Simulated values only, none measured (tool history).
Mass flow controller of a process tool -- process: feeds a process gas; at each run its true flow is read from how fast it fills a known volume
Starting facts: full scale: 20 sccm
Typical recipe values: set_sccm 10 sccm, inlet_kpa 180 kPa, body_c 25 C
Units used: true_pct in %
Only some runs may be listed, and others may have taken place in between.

run      day  set_sccm  inlet_kpa  body_c  true_pct
  1    0.000        10        180      25     98.73
  2    4.338        10        180      25     98.72
  3    6.892        10        180      25     98.62
  4    9.212        10        180      25     98.68
  5   14.667        10        180      25     98.58
  6   19.100        11        180      25     98.64
  7   22.746        11        180      25     98.77
  8   26.279        10        180      25     98.55
  9   30.742        10        180      25     98.47
 10   33.917        10        180      23     98.32
 11   37.317        10        180      23     98.11
 12   42.767        10        180      23     98.14
 13   48.062        10        180      25     98.41
 14   51.858        10        180      25     98.29
 15   55.683        10        180      34     99.23
 16   60.958        10        180      25     98.26
 17   65.275        10        180      25     98.15
 18   69.954        10        180      25     98.18
      71.208  -- controller's zero set anew
 19   73.412        10        180      25     98.10
 20   76.658        10        180      25     98.17
 21   79.754         5        186      29     97.84
 22   82.433        10        180      33     98.70
 23   84.888         7        201      39     99.05
 24   88.529         9        207      22     97.26
 25   90.888         7        216      22     96.97
 26   96.146         7        216      22     96.95
 27  100.771         3        216      31     97.22
 28  106.108         2        180      21     96.31
 29  110.138         2        180      21     96.29
 30  114.192         2        180      21     96.22
 31  118.525         2        180      21     96.21
 32  120.721         2        180      21     96.23
 33  124.621        19        141      23     98.98
 34  127.196         7        171      23     97.11
 35  129.950         9        252      34     97.83
 36  134.262         5        270      25     96.47
 37  139.000         5        153      25     97.01
     142.008  -- gauge calibrated
 38  142.342         5        153      25     98.27
 39  145.512         9        149      29     99.33
 40  147.817         2        180      28     97.99

4 options for the next run, each taken on its own from the tool as it stands now. Forecast them:
  A  152.083         2        180      24         ?
  B  152.083        10        167      35         ?
  C  152.083         9        180      25         ?
  D  152.083         7        257      27         ?

run  true_pct
  A     97.38
  B    100.06
  C     98.60
  D     97.94
With no hidden state in the tool, these same runs would have given:
run  true_pct
  A     97.44
  B    100.13
  C     98.68
  D     98.02

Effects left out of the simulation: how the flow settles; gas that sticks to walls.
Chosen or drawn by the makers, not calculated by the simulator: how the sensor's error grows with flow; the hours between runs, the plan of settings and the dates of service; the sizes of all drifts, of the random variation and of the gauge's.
